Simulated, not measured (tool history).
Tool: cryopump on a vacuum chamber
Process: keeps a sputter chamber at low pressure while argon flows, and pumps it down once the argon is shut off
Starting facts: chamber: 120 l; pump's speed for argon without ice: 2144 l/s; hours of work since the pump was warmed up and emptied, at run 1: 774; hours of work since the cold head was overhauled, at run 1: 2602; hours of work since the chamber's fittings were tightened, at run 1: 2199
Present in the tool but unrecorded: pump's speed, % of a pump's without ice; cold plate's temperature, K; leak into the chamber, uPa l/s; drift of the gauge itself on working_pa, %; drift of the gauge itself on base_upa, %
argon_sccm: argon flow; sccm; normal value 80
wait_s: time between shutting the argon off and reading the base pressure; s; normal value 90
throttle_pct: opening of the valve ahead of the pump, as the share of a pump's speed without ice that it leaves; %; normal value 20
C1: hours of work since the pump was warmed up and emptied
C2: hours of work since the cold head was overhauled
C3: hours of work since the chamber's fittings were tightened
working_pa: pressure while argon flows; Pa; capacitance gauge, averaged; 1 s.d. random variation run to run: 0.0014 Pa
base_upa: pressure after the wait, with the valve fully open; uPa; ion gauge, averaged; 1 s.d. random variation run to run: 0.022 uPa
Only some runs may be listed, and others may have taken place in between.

run 1 day=0 | argon_sccm=80 wait_s=90 throttle_pct=20 | C1=774 C2=2602 C3=2199 | working_pa=0.3308 base_upa=1.61
run 2 day=1.55 | argon_sccm=80 wait_s=149 throttle_pct=20 | C1=801 C2=2629 C3=2227 | working_pa=0.3312 base_upa=1.46
run 3 day=4.392 | argon_sccm=80 wait_s=149 throttle_pct=20 | C1=852 C2=2680 C3=2278 | working_pa=0.3315 base_upa=1.47
-- day=5.962 pump warmed up, emptied and cooled again
run 4 day=6.708 | argon_sccm=80 wait_s=90 throttle_pct=20 | C1=13 C2=2718 C3=2315 | working_pa=0.3168 base_upa=1.43
run 5 day=9.033 | argon_sccm=80 wait_s=90 throttle_pct=20 | C1=55 C2=2759 C3=2357 | working_pa=0.3171 base_upa=1.44
-- day=10.325 leaking fittings of the chamber tightened, without venting
run 6 day=12.025 | argon_sccm=80 wait_s=90 throttle_pct=20 | C1=107 C2=2811 C3=30 | working_pa=0.3188 base_upa=0.68
run 7 day=15.383 | argon_sccm=80 wait_s=90 throttle_pct=48 | C1=167 C2=2871 C3=90 | working_pa=0.1348 base_upa=0.74
run 8 day=17.079 | argon_sccm=80 wait_s=90 throttle_pct=48 | C1=197 C2=2902 C3=121 | working_pa=0.1366 base_upa=0.78
run 9 day=19.154 | argon_sccm=52 wait_s=90 throttle_pct=20 | C1=234 C2=2939 C3=158 | working_pa=0.209 base_upa=0.75
run 10 day=20.708 | argon_sccm=80 wait_s=90 throttle_pct=20 | C1=262 C2=2966 C3=186 | working_pa=0.32 base_upa=0.77
run 11 day=22.45 | argon_sccm=80 wait_s=90 throttle_pct=20 | C1=293 C2=2998 C3=217 | working_pa=0.32 base_upa=0.83
run 12 day=24.662 | argon_sccm=80 wait_s=90 throttle_pct=20 | C1=333 C2=3037 C3=256 | working_pa=0.3197 base_upa=0.81
run 13 day=26.371 | argon_sccm=80 wait_s=64 throttle_pct=20 | C1=363 C2=3068 C3=287 | working_pa=0.3233 base_upa=1.04
run 14 day=29.233 | argon_sccm=80 wait_s=90 throttle_pct=20 | C1=414 C2=3119 C3=338 | working_pa=0.323 base_upa=0.84
run 15 day=31.733 | argon_sccm=80 wait_s=90 throttle_pct=20 | C1=459 C2=3163 C3=383 | working_pa=0.3233 base_upa=0.84
run 16 day=33.312 | argon_sccm=80 wait_s=90 throttle_pct=20 | C1=487 C2=3192 C3=411 | working_pa=0.3251 base_upa=0.89
run 17 day=36.45 | argon_sccm=80 wait_s=90 throttle_pct=20 | C1=543 C2=3248 C3=467 | working_pa=0.3275 base_upa=0.91
run 18 day=38.708 | argon_sccm=80 wait_s=26 throttle_pct=42 | C1=584 C2=3288 C3=507 | working_pa=0.1623 base_upa=2.12
run 19 day=40.771 | argon_sccm=80 wait_s=26 throttle_pct=42 | C1=620 C2=3325 C3=544 | working_pa=0.1619 base_upa=2.17
run 20 day=42.638 | argon_sccm=80 wait_s=26 throttle_pct=42 | C1=654 C2=3358 C3=577 | working_pa=0.1635 base_upa=2.22
run 21 day=45.671 | argon_sccm=80 wait_s=26 throttle_pct=52 | C1=708 C2=3412 C3=632 | working_pa=0.1376 base_upa=2.19
run 22 day=48.55 | argon_sccm=80 wait_s=26 throttle_pct=52 | C1=759 C2=3464 C3=683 | working_pa=0.1363 base_upa=2.23
run 23 day=50.829 | argon_sccm=111 wait_s=90 throttle_pct=30 | C1=800 C2=3504 C3=724 | working_pa=0.3149 base_upa=1
run 24 day=53.671 | argon_sccm=111 wait_s=90 throttle_pct=30 | C1=851 C2=3555 C3=774 | working_pa=0.3172 base_upa=1.05
-- day=55.379 pump warmed up, emptied and cooled again
run 25 day=56.821 | argon_sccm=94 wait_s=119 throttle_pct=30 | C1=26 C2=3608 C3=827 | working_pa=0.2484 base_upa=0.83
run 26 day=59.6 | argon_sccm=120 wait_s=235 throttle_pct=30 | C1=75 C2=3657 C3=877 | working_pa=0.3214 base_upa=0.66
run 27 day=61.858 | argon_sccm=85 wait_s=271 throttle_pct=49 | C1=116 C2=3698 C3=917 | working_pa=0.1412 base_upa=0.67
run 28 day=64.196 | argon_sccm=85 wait_s=271 throttle_pct=49 | C1=158 C2=3740 C3=959 | working_pa=0.1413 base_upa=0.77

Below are 3 alternative next runs, each starting from the tool's condition after run 28. Predict each:
run A day=65.754 | argon_sccm=87 wait_s=271 throttle_pct=49 | C1=185 C2=3767 C3=987 | working_pa=? base_upa=?
run B day=65.754 | argon_sccm=46 wait_s=110 throttle_pct=26 | C1=185 C2=3767 C3=987 | working_pa=? base_upa=?
run C day=65.754 | argon_sccm=80 wait_s=23 throttle_pct=34 | C1=185 C2=3767 C3=987 | working_pa=? base_upa=?

run=A working_pa=0.1463 base_upa=0.69
run=B working_pa=0.1429 base_upa=0.92
run=C working_pa=0.1915 base_upa=2.56
Had the tool no hidden state, the same runs would have come out as:
run=A working_pa=0.14 base_upa=0.29
run=B working_pa=0.1396 base_upa=0.54
run=C working_pa=0.1857 base_upa=2.15
